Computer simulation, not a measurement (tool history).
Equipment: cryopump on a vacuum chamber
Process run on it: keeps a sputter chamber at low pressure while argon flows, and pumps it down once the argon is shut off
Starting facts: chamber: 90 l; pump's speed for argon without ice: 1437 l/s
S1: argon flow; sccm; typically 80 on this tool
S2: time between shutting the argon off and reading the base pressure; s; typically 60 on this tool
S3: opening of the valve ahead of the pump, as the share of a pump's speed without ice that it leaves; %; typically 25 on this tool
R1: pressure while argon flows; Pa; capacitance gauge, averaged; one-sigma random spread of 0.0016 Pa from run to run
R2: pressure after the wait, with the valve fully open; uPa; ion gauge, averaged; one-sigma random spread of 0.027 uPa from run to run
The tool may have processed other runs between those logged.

run	hour	S1	S2	S3	R1	R2
1	0	80	60	25	0.3782	1.63
2	29.6	80	60	25	0.3779	1.68
3	60.9	80	60	39	0.2447	1.64
4	89.5	80	91	25	0.3846	1.34
5	120.6	80	60	38	0.2544	1.66
6	136.2	80	60	38	0.256	1.66
7	164.4	36	60	25	0.1723	1.67
8	183.5	80	60	25	0.3826	1.73
9	200.7	80	60	25	0.3857	1.76
10	223.8	80	60	25	0.3866	1.76
11	242.3	80	60	25	0.3877	1.71
12	269.7	80	60	25	0.3907	1.78
13	297.8	80	60	25	0.3882	1.81
14	322	80	60	25	0.3916	1.8
15	335.4	80	60	25	0.3935	1.83
16	362.2	80	60	25	0.3927	1.83
17	377.8	80	60	25	0.3931	1.88
18	409.7	80	60	25	0.3958	1.88
19	427.7	80	60	25	0.3974	1.83
20	451.2	80	47	26	0.3795	2.07
21	478.4	80	47	26	0.3841	2.16
22	498.5	42	146	29	0.1835	1.29
23	524.4	37	146	29	0.1627	1.31
24	548.2	41	60	25	0.2057	1.93
# hour 572.6: pump warmed up, emptied and cooled again
25	582	41	60	25	0.1926	1.72
26	613.6	41	228	24	0.2027	1.04
27	640.3	66	60	19	0.4103	1.74
28	653.5	66	39	37	0.2129	2.2
29	675.3	66	39	37	0.2142	2.25
30	697	110	110	59	0.2257	1.29
# hour 704.9: leaking fittings of the chamber tightened, without venting
31	731.1	110	110	59	0.2279	0.79
32	752.1	52	76	59	0.1077	1.03
33	765.2	109	98	58	0.2318	0.82
34	795.5	145	23	58	0.3097	2.78

Pick out some run-to-run changes in R1. Of each, how much would a tool without hidden state show as well, from the settings, what came in and chance, and how much is left for the hidden state and any gauge scatter not in both results compared?
The hidden state here: pump's speed, % of a pump's without ice; cold plate's temperature, K; leak into the chamber, uPa l/s; drift of the gauge itself on working_pa, %; drift of the gauge itself on base_upa, %.
Run 7 -> 8: S1 36 -> 80. R1 +0.2103 Pa: hidden state +0.0051, all else +0.2052.
Run 21 -> 22: S1 80 -> 42, S2 47 -> 146, S3 26 -> 29. R1 -0.2006 Pa: hidden state -0.0099, all else -0.1907.
Run 24 -> 25: pump warmed up, emptied and cooled again. R1 -0.0131 Pa: hidden state -0.0126, all else -0.0005.
Run 26 -> 27: S1 41 -> 66, S2 228 -> 60, S3 24 -> 19. R1 +0.2076 Pa: hidden state +0.0015, all else +0.2061.
Run 32 -> 33: S1 52 -> 109, S2 76 -> 98, S3 59 -> 58. R1 +0.1241 Pa: hidden state +0.0059, all else +0.1182.

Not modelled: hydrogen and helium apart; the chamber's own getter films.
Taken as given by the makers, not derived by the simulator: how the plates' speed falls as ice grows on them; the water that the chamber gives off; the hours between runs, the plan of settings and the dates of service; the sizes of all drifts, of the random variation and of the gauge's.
